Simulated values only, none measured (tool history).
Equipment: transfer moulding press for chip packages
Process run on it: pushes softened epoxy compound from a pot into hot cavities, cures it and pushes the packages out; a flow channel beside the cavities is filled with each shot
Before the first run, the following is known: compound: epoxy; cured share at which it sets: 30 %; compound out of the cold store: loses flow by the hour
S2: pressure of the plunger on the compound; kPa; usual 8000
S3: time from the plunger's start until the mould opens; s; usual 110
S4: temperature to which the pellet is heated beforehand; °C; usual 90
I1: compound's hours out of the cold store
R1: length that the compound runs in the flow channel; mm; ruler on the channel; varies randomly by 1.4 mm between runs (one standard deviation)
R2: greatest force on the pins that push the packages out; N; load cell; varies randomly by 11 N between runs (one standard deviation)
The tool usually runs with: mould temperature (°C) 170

run 1 hour=0 | mould_temperature_(°C)=170 S2=8000 S3=110 S4=90 | I1=23.4 | R1=546 R2=782
run 2 hour=23.1 | mould_temperature_(°C)=170 S2=8000 S3=132 S4=90 | I1=44 | R1=496 R2=447
run 3 hour=49 | mould_temperature_(°C)=170 S2=8000 S3=132 S4=90 | I1=29.5 | R1=531 R2=553
run 4 hour=85.4 | mould_temperature_(°C)=170 S2=8000 S3=132 S4=90 | I1=40.7 | R1=504 R2=607
run 5 hour=126.5 | mould_temperature_(°C)=170 S2=8000 S3=132 S4=90 | I1=27.5 | R1=532 R2=465
run 6 hour=169.3 | mould_temperature_(°C)=170 S2=8000 S3=132 S4=90 | I1=24 | R1=540 R2=564
run 7 hour=192.1 | mould_temperature_(°C)=170 S2=8000 S3=132 S4=90 | I1=22 | R1=544 R2=638
run 8 hour=227 | mould_temperature_(°C)=164 S2=8000 S3=132 S4=90 | I1=19.8 | R1=562 R2=575
run 9 hour=269.6 | mould_temperature_(°C)=170 S2=6530 S3=110 S4=90 | I1=37.9 | R1=457 R2=689
run 10 hour=316 | mould_temperature_(°C)=170 S2=7380 S3=144 S4=98 | I1=35.6 | R1=489 R2=594
run 11 hour=348.8 | mould_temperature_(°C)=163 S2=8000 S3=110 S4=90 | I1=32.9 | R1=526 R2=946
run 12 hour=394.9 | mould_temperature_(°C)=166 S2=8000 S3=111 S4=95 | I1=25.2 | R1=534 R2=920

Not shown here: 6 entries made in the log between runs. Locate each between two listed runs and compare the hidden state at the listed run before it with the hidden state at the listed run after it:
Run 1 -> run 2: cavities cleaned with cleaning compound and waxed (hour 4.5)
  true mould temperature over the reading, C: -0.17 -> -0.18; pressure that reaches the compound, % of what is set: 99.49 -> 99.26; grip of the stained cavities, % over clean ones': 54.9 -> 19
  what was measured, less what the result would be without the hidden state, R1: -1 -> -2 mm; R2: +282 -> +74 N
Run 4 -> run 5: cavities cleaned with cleaning compound and waxed (hour 113)
  true mould temperature over the reading, C: -0.21 -> -0.24; pressure that reaches the compound, % of what is set: 98.62 -> 98.18; grip of the stained cavities, % over clean ones': 54.4 -> 13.9
  what was measured, less what the result would be without the hidden state, R1: -3 -> -5 mm; R2: +218 -> +60 N
Run 7 -> run 8: mould's thermocouples calibrated (hour 196); cavities cleaned with cleaning compound and waxed (hour 224.8)
  true mould temperature over the reading, C: -0.28 -> -0.35; pressure that reaches the compound, % of what is set: 97.4 -> 97.06; grip of the stained cavities, % over clean ones': 52.5 -> 2.8
  what was measured, less what the result would be without the hidden state, R1: -6 -> -8 mm; R2: +221 -> +29 N
Run 10 -> run 11: cavities cleaned with cleaning compound and waxed (hour 335.3)
  true mould temperature over the reading, C: -0.41 -> -0.42; pressure that reaches the compound, % of what is set: 96.08 -> 95.73; grip of the stained cavities, % over clean ones': 58 -> 12.7
  what was measured, less what the result would be without the hidden state, R1: -9 -> -11 mm; R2: +221 -> +131 N
Run 11 -> run 12: mould's thermocouples calibrated, once more (hour 362.8)
  true mould temperature over the reading, C: -0.42 -> 0.04; pressure that reaches the compound, % of what is set: 95.73 -> 95.26; grip of the stained cavities, % over clean ones': 12.7 -> 39.9
  what was measured, less what the result would be without the hidden state, R1: -11 -> -13 mm; R2: +131 -> +261 N

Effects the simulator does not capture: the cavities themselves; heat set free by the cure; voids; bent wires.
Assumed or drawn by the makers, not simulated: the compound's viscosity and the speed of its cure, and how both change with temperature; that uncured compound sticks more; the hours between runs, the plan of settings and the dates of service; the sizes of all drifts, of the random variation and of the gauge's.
